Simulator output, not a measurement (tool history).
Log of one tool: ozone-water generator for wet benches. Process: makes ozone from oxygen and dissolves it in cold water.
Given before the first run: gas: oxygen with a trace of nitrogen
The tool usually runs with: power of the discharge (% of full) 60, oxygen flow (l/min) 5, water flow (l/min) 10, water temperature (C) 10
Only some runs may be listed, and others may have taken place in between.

run,day,power of the discharge (% of full),oxygen flow (l/min),water flow (l/min),water temperature (C),dissolved ozone (ppm),ozone in the gas ahead of the water (g/m3)
1,0,60,5,10,10,27.8,213.3
2,5.521,60,5,10,10,28.1,214.3
3,8.592,60,5,10,10,28.1,215.9
4,12.004,60,5,10,10,27.8,211.4
5,17.425,60,5,10,10,28.2,213.6
6,21.729,60,5,8,10,33.2,212.9
7,24.621,60,5,8,10,33.3,210.9
8,28.042,86,5,8,10,45.5,288.8
9,33.154,60,5,10,10,28.1,212.8
10,37.362,60,7.87,10,10,29.2,184.8
11,42.346,60,7.87,10,10,29.5,182.6
12,46.483,60,7.87,10,10,29.1,182.5
13,48.833,60,5,10,10,27.9,212.1
14,51.175,60,5,10,10,28,209.5
# day 51.562: water thermometer calibrated
15,55.029,60,5,10,10,28.1,210.9
16,58.742,60,5,10,10,27.8,209.3
17,63.492,66,5,12,5,28.2,227.1
18,68.733,54,8.94,6,13,33.9,158.2
19,71.533,60,5,8,10,33.7,210.2
20,76.129,60,6.28,7,13,34.6,193
21,79.067,60,6.28,7,13,34.4,195.3
22,83.458,89,6.28,7,15,47.2,275
23,88.708,89,6.28,7,15,47,271.6
24,92.3,89,6.28,7,6,56.5,273.6
25,95.217,60,5,15,13,18.7,206.8
26,100.675,59,4.62,10,10,27.4,211.6
27,102.933,59,4.62,10,10,27.5,208.8
28,108.058,45,6,10,17,19.6,154
29,112.804,45,6,10,17,19.7,153.6
30,116.546,45,5.74,7,17,24.5,154.9
# day 117.792: gauge calibrated
31,118.992,45,5.74,7,17,24.6,159.6
32,122.225,94,5,10,10,41.6,316.7

Consider 3 possible next runs. They are alternatives, not a sequence: every one starts from the tool as it was left by run 32. What does each give?
A,127.504,94,5.06,7,14,?,?
B,127.504,77,6.95,10,10,?,?
C,127.504,94,5,12,5,?,?

run,dissolved ozone (ppm),ozone in the gas ahead of the water (g/m3)
A,50.2,313.5
B,35.7,237.5
C,37.9,314.8
Had the tool no hidden state, the same runs would have come out as:
run,dissolved ozone (ppm),ozone in the gas ahead of the water (g/m3)
A,50.3,314.6
B,35.7,238.2
C,38,315.8
